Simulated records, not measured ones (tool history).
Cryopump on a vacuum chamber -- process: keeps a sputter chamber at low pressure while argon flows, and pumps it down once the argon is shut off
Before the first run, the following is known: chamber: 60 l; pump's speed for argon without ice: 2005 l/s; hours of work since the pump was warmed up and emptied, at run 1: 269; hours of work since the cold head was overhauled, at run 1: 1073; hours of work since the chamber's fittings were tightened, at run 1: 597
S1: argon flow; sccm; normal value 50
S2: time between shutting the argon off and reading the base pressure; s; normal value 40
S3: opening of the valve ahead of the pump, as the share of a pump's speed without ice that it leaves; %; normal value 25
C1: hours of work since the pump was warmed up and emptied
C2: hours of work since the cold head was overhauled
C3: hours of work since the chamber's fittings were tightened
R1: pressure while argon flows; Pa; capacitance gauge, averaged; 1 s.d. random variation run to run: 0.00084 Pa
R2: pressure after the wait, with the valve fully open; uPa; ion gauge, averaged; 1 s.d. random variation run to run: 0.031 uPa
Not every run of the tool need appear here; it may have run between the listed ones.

Run 1, hour 0.0: usual settings; C1 269; C2 1073; C3 597. Result: R1 0.1747 Pa, R2 1.94 uPa.
Run 2, hour 32.8: usual settings; C1 297; C2 1101; C3 625. Result: R1 0.1754 Pa, R2 1.95 uPa.
Run 3, hour 50.9: usual settings but S1 89 sccm; C1 313; C2 1117; C3 641. Result: R1 0.3131 Pa, R2 1.96 uPa.
Run 4, hour 84.3: usual settings but S3 57 %; C1 342; C2 1146; C3 670. Result: R1 0.0810 Pa, R2 1.96 uPa.
Run 5, hour 114.9: usual settings but S3 57 %; C1 369; C2 1173; C3 697. Result: R1 0.0814 Pa, R2 1.97 uPa.
Run 6, hour 139.7: usual settings but S2 292 s, S3 57 %; C1 390; C2 1194; C3 718. Result: R1 0.0812 Pa, R2 0.78 uPa.
Run 7, hour 165.1: usual settings but S1 55 sccm; C1 412; C2 1217; C3 741. Result: R1 0.1946 Pa, R2 2.08 uPa.
Run 8, hour 196.2: usual settings but S3 59 %; C1 439; C2 1244; C3 768. Result: R1 0.0802 Pa, R2 2.11 uPa.
Run 9, hour 234.5: usual settings but S3 53 %; C1 473; C2 1277; C3 801. Result: R1 0.0878 Pa, R2 2.16 uPa.
Run 10, hour 257.3: usual settings but S2 23 s, S3 53 %; C1 492; C2 1297; C3 821. Result: R1 0.0897 Pa, R2 3.15 uPa.
Run 11, hour 285.0: usual settings but S2 23 s, S3 53 %; C1 516; C2 1321; C3 845. Result: R1 0.0900 Pa, R2 3.19 uPa.
Run 12, hour 315.1: usual settings; C1 543; C2 1347; C3 871. Result: R1 0.1767 Pa, R2 2.18 uPa.
Run 13, hour 343.9: usual settings; C1 568; C2 1372; C3 896. Result: R1 0.1795 Pa, R2 2.20 uPa.
Run 14, hour 370.5: usual settings; C1 591; C2 1395; C3 919. Result: R1 0.1789 Pa, R2 2.27 uPa.
Run 15, hour 410.7: usual settings; C1 626; C2 1430; C3 954. Result: R1 0.1807 Pa, R2 2.26 uPa.
Run 16, hour 439.0: usual settings; C1 650; C2 1455; C3 979. Result: R1 0.1815 Pa, R2 2.35 uPa.
Run 17, hour 466.3: usual settings but S1 25 sccm; C1 674; C2 1479; C3 1003. Result: R1 0.0907 Pa, R2 2.34 uPa.
Run 18, hour 494.7: usual settings but S1 25 sccm; C1 699; C2 1503; C3 1027. Result: R1 0.0919 Pa, R2 2.35 uPa.
Run 19, hour 527.4: usual settings but S1 25 sccm; C1 727; C2 1532; C3 1056. Result: R1 0.0921 Pa, R2 2.44 uPa.
At hour 561.9: pump warmed up, emptied and cooled again.
Run 20, hour 570.4: usual settings but S1 57 sccm, S3 17 %; C1 7; C2 1565; C3 1089. Result: R1 0.2849 Pa, R2 2.11 uPa.
Run 21, hour 590.9: usual settings but S1 79 sccm, S2 52 s, S3 23 %; C1 25; C2 1583; C3 1107. Result: R1 0.2896 Pa, R2 1.88 uPa.
Run 22, hour 617.9: usual settings but S1 82 sccm, S2 129 s, S3 53 %; C1 49; C2 1606; C3 1130. Result: R1 0.1343 Pa, R2 1.23 uPa.
Run 23, hour 642.5: usual settings but S3 18 %; C1 70; C2 1627; C3 1151. Result: R1 0.2356 Pa, R2 2.27 uPa.
Run 24, hour 677.5: usual settings but S1 31 sccm, S3 36 %; C1 100; C2 1658; C3 1182. Result: R1 0.0737 Pa, R2 2.20 uPa.
Run 25, hour 702.3: usual settings but S1 31 sccm, S3 36 %; C1 122; C2 1679; C3 1203. Result: R1 0.0739 Pa, R2 2.27 uPa.
Run 26, hour 738.3: usual settings but S1 34 sccm, S2 131 s; C1 153; C2 1711; C3 1235. Result: R1 0.1172 Pa, R2 1.34 uPa.

Forecast run 27:
Run 27, hour 762.1: usual settings but S1 34 sccm, S2 131 s; C1 174; C2 1731; C3 1255. Result: R1 ?, R2 ?.

{"run 27": {"R1": 0.1161, "R2": 1.39}}
Minus the tool's unlogged condition, the same run would have read R1 0.1135 Pa, R2 0.62 uPa.
